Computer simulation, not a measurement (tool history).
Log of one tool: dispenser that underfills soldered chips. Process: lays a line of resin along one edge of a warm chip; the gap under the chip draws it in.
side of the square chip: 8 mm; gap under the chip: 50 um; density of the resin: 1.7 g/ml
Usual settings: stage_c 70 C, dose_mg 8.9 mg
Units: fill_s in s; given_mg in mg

run,hour,stage_c,dose_mg,fill_s,given_mg
1,0,70,8.9,154.9,8.75
# hour 1.5: new syringe of resin
2,9.2,67,8.9,184.2,8.71
# hour 10.8: new syringe of resin
# hour 19.7: new syringe of resin
3,20.1,67,8.9,119.2,8.7
# hour 28: new syringe of resin
4,34.8,67,9.13,173.2,8.85
# hour 36.5: new syringe of resin
5,43.7,70,8.18,161,7.94
# hour 45.1: new syringe of resin
6,51.2,70,8.9,154.4,8.51
# hour 54: new syringe of resin
# hour 62.3: new syringe of resin
7,66,70,8.9,131.3,8.49
# hour 70.5: new syringe of resin
8,76.1,70,8.97,147.8,8.47
# hour 79: new syringe of resin
9,84.7,68,8.9,160.8,8.47
# hour 88.1: new syringe of resin
10,93.6,70,8.9,149.1,8.4
# hour 96.7: new syringe of resin
# hour 105.3: new syringe of resin
11,111.6,82,8.9,100.3,8.26
# hour 113.9: new syringe of resin
12,120,82,8.9,97.7,8.24
# hour 122.6: new syringe of resin
# hour 131.5: new syringe of resin
13,133.6,82,8.9,77,8.19
# hour 140.2: new syringe of resin
14,144.5,82,8.9,87.4,8.14
# hour 149.1: new syringe of resin
15,156.5,70,8.9,164.9,8.02
# hour 158.2: new syringe of resin
# hour 159.2: dispensing valve cleaned and set on the balance
# hour 167.9: new syringe of resin
16,172.1,70,8.01,140.8,7.97
# hour 176.4: new syringe of resin
17,182,70,8.9,147.2,8.74
# hour 184.9: new syringe of resin
# hour 193.4: new syringe of resin
18,195.4,70,8.9,120.1,8.76
# hour 201.7: new syringe of resin
# hour 211: new syringe of resin
19,211.7,70,8.9,111.9,8.76
# hour 220.1: new syringe of resin
20,224.6,59,7.95,230.9,7.64
# hour 228.2: new syringe of resin
# hour 236.6: new syringe of resin
21,242.8,63,7.95,200,7.62
# hour 245: new syringe of resin
22,251,80,10.1,100.8,9.64
# hour 253.2: new syringe of resin
# hour 262.2: new syringe of resin
23,266.4,60,8.9,208.1,8.43
# hour 271.1: new syringe of resin
24,278.6,70,11.39,161.6,10.73
# hour 279.8: new syringe of resin
# hour 288.5: new syringe of resin
25,296.2,70,9.05,167.5,8.45
# hour 298.1: new syringe of resin
26,305.1,74,11.3,133.9,10.53
# hour 306.7: new syringe of resin
27,312.5,58,9.1,244.2,8.45
# hour 315.4: new syringe of resin
28,321.8,58,9.1,258.8,8.39
# hour 323.6: new syringe of resin
# hour 332: new syringe of resin
29,332,73,9.55,97.4,8.84
# hour 341.3: new syringe of resin
30,344.5,66,8.92,159.9,8.11
# hour 350.1: new syringe of resin
# hour 352.6: dispensing valve cleaned and set on the balance
31,353.1,64,7.63,160.4,7.6
# hour 359.8: new syringe of resin
32,367.5,64,7.63,217,7.55
# hour 368.8: new syringe of resin
# hour 377.1: new syringe of resin
33,379,79,8.92,86.4,8.88

Forecast each of these 4 alternatives for the next run:
# hour 386.5: new syringe of resin
A,390,84,9.43,?,?
# hour 386.5: new syringe of resin
B,390,82,9.15,?,?
# hour 386.5: new syringe of resin
C,390,79,8.9,?,?
# hour 386.5: new syringe of resin
D,390,56,8.9,?,?

run,fill_s,given_mg
A,79.7,9.24
B,83.7,8.98
C,95,8.78
D,238.5,8.76
Without the tool's hidden state the same runs would have given:
run,fill_s,given_mg
A,63.9,9.39
B,66.9,9.12
C,76,8.92
D,189.7,8.9

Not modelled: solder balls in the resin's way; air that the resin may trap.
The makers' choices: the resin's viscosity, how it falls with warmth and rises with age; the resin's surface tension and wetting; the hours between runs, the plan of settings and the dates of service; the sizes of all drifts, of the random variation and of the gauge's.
